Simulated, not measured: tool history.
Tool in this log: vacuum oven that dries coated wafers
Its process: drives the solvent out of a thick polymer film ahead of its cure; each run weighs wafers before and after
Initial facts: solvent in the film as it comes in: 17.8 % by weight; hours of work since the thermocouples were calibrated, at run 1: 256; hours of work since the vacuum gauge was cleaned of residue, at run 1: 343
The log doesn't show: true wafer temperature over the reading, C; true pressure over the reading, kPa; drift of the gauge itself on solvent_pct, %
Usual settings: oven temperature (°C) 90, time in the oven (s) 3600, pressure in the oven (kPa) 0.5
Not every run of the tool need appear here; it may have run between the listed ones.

| run | hour | oven temperature (°C) | time in the oven (s) | pressure in the oven (kPa) | hours of work since the thermocouples were calibrated | hours of work since the vacuum gauge was cleaned of residue | solvent left in the film (%) |
|---|---|---|---|---|---|---|---|
| 1 | 0 | 90 | 3600 | 0.5 | 256 | 343 | 1.37 |
| 2 | 68.8 | 90 | 3600 | 0.5 | 290 | 378 | 1.33 |
| 3 | 182.4 | 90 | 3600 | 0.5 | 348 | 435 | 1.36 |
| 4 | 275.2 | 90 | 3600 | 0.5 | 395 | 482 | 1.3 |
| 5 | 359.1 | 89 | 3600 | 0.5 | 437 | 525 | 1.64 |
| 6 | 471.7 | 89 | 3600 | 0.5 | 494 | 581 | 1.56 |
| 7 | 580.1 | 90 | 3600 | 0.418 | 548 | 636 | 1.37 |
| 8 | 682.1 | 87 | 3600 | 0.5 | 600 | 687 | 2.07 |
| 9 | 792.2 | 87 | 3600 | 0.5 | 656 | 743 | 2.08 |
| 10 | 877.9 | 87 | 3600 | 0.5 | 699 | 786 | 2.19 |
| 11 | 953.7 | 87 | 3600 | 0.5 | 737 | 824 | 2.08 |
| 12 | 1068 | 87 | 3600 | 0.5 | 795 | 882 | 2.04 |
| 13 | 1148.9 | 87 | 3600 | 0.5 | 835 | 923 | 2.08 |
|  | 1156.6 | oven's thermocouples calibrated |
| 14 | 1206.9 | 87 | 3600 | 0.5 | 25 | 951 | 2.11 |
| 15 | 1270.8 | 87 | 3600 | 0.5 | 58 | 983 | 2.02 |
| 16 | 1355.1 | 87 | 3600 | 0.5 | 100 | 1026 | 1.95 |
| 17 | 1427.5 | 87 | 3600 | 0.5 | 137 | 1063 | 2.07 |
| 18 | 1496 | 87 | 3600 | 0.5 | 171 | 1097 | 2.11 |
| 19 | 1609.7 | 90 | 3600 | 0.534 | 229 | 1155 | 1.26 |
| 20 | 1730 | 95 | 3600 | 0.5 | 289 | 1215 | 0.62 |
| 21 | 1826.6 | 92 | 3600 | 0.5 | 338 | 1264 | 0.97 |
| 22 | 1929.6 | 92 | 3600 | 0.5 | 390 | 1316 | 0.91 |
| 23 | 1999.9 | 92 | 3600 | 0.393 | 426 | 1351 | 0.92 |
| 24 | 2084 | 92 | 3600 | 0.393 | 468 | 1394 | 0.97 |
| 25 | 2172.4 | 103 | 3540 | 0.393 | 513 | 1438 | 0.17 |
| 26 | 2265.8 | 86 | 3540 | 0.729 | 560 | 1486 | 2.5 |
| 27 | 2336 | 86 | 3540 | 0.729 | 595 | 1521 | 2.52 |
| 28 | 2420.7 | 82 | 3600 | 0.5 | 638 | 1564 | 3.54 |
| 29 | 2535.8 | 82 | 3600 | 0.5 | 696 | 1622 | 3.66 |
| 30 | 2602.7 | 104 | 2460 | 0.5 | 730 | 1656 | 0.26 |
| 31 | 2668.7 | 88 | 4140 | 0.5 | 763 | 1689 | 1.34 |
| 32 | 2752.9 | 88 | 2460 | 1.066 | 805 | 1731 | 3.66 |
|  | 2822.2 | oven's thermocouples calibrated |
| 33 | 2873.5 | 83 | 4440 | 0.889 | 26 | 1791 | 2.57 |
| 34 | 2960.5 | 99 | 3360 | 0.889 | 70 | 1835 | 0.55 |
| 35 | 3018.6 | 101 | 3600 | 0.374 | 99 | 1864 | 0.13 |
| 36 | 3131.4 | 86 | 2880 | 1.154 | 156 | 1921 | 3.67 |
| 37 | 3208.3 | 86 | 2880 | 1.154 | 195 | 1960 | 3.65 |
| 38 | 3307.4 | 86 | 2880 | 0.44 | 245 | 2010 | 3.36 |
| 39 | 3385.2 | 86 | 2880 | 0.44 | 284 | 2049 | 3.42 |

Run 40, settings as shown, results not yet in. Your forecast:
| 40 | 3455 | 86 | 2880 | 0.44 | 319 | 2085 | ? |

solvent left in the film (%): 3.23
Take away the tool's hidden state, keep the run-to-run variation as it was, and the same run would have given solvent left in the film (%) 3.21.

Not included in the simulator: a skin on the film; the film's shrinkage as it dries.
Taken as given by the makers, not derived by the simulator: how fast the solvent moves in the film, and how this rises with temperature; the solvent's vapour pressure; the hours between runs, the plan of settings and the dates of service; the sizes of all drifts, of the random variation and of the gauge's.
